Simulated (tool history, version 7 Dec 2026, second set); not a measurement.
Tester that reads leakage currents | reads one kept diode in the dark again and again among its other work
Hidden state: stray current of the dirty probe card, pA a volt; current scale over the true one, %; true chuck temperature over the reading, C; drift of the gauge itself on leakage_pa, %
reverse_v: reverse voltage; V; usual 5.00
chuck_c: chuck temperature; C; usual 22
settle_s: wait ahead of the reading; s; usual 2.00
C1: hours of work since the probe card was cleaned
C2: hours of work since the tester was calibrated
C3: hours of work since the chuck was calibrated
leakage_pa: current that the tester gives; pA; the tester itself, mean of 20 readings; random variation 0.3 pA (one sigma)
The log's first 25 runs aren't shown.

{"run": 26, "hour": 4204.3, "reverse_v": 1.15, "chuck_c": 28, "settle_s": 1.5, "C1": 1269, "C2": 2055, "C3": 154, "leakage_pa": 69.29}
{"run": 27, "hour": 4310.3, "reverse_v": 5.0, "chuck_c": 21, "settle_s": 2.0, "C1": 1322, "C2": 2108, "C3": 207, "leakage_pa": 92.8}
{"hour": 4350.1, "done": "tester calibrated"}
{"run": 28, "hour": 4416.6, "reverse_v": 14.7, "chuck_c": 20, "settle_s": 5.78, "C1": 1375, "C2": 33, "C3": 259, "leakage_pa": 168.95}
{"run": 29, "hour": 4537.4, "reverse_v": 9.86, "chuck_c": 30, "settle_s": 2.0, "C1": 1435, "C2": 94, "C3": 320, "leakage_pa": 308.07}
{"run": 30, "hour": 4777.7, "reverse_v": 9.86, "chuck_c": 30, "settle_s": 2.0, "C1": 1555, "C2": 214, "C3": 440, "leakage_pa": 311.86}
{"run": 31, "hour": 4921.5, "reverse_v": 19.69, "chuck_c": 22, "settle_s": 2.0, "C1": 1627, "C2": 286, "C3": 512, "leakage_pa": 246.58}
{"run": 32, "hour": 5094.8, "reverse_v": 5.71, "chuck_c": 42, "settle_s": 2.0, "C1": 1714, "C2": 373, "C3": 599, "leakage_pa": 593.35}
{"run": 33, "hour": 5198.2, "reverse_v": 16.86, "chuck_c": 38, "settle_s": 4.33, "C1": 1766, "C2": 425, "C3": 651, "leakage_pa": 830.05}
{"run": 34, "hour": 5351.0, "reverse_v": 16.86, "chuck_c": 38, "settle_s": 4.33, "C1": 1843, "C2": 501, "C3": 727, "leakage_pa": 835.02}
{"run": 35, "hour": 5506.1, "reverse_v": 1.13, "chuck_c": 22, "settle_s": 2.0, "C1": 1920, "C2": 579, "C3": 805, "leakage_pa": 44.37}
{"run": 36, "hour": 5733.8, "reverse_v": 5.0, "chuck_c": 22, "settle_s": 2.4, "C1": 2034, "C2": 693, "C3": 919, "leakage_pa": 110.86}
{"run": 37, "hour": 5964.1, "reverse_v": 8.76, "chuck_c": 34, "settle_s": 0.37, "C1": 2150, "C2": 808, "C3": 1034, "leakage_pa": 429.96}
{"run": 38, "hour": 6196.3, "reverse_v": 2.22, "chuck_c": 57, "settle_s": 5.98, "C1": 2266, "C2": 925, "C3": 1151, "leakage_pa": 1062.5}
{"hour": 6251.2, "done": "chuck's temperature calibrated"}
{"run": 39, "hour": 6394.7, "reverse_v": 11.56, "chuck_c": 36, "settle_s": 0.37, "C1": 2364, "C2": 1023, "C3": 72, "leakage_pa": 549.62}

3 ways to go on from here, each from the tool as it stands after run 39. What would each give?
{"run": "A", "hour": 6590.6, "reverse_v": 3.15, "chuck_c": 23, "settle_s": 0.73, "C1": 2462, "C2": 1121, "C3": 170, "leakage_pa": "?"}
{"run": "B", "hour": 6590.6, "reverse_v": 11.56, "chuck_c": 50, "settle_s": 0.56, "C1": 2462, "C2": 1121, "C3": 170, "leakage_pa": "?"}
{"run": "C", "hour": 6590.6, "reverse_v": 5.0, "chuck_c": 45, "settle_s": 0.94, "C1": 2462, "C2": 1121, "C3": 170, "leakage_pa": "?"}

run=A leakage_pa=85.90
run=B leakage_pa=1591.53
run=C leakage_pa=663.80
Without the tool's hidden state the same runs would have given:
run=A leakage_pa=82.50
run=B leakage_pa=1574.24
run=C leakage_pa=656.05
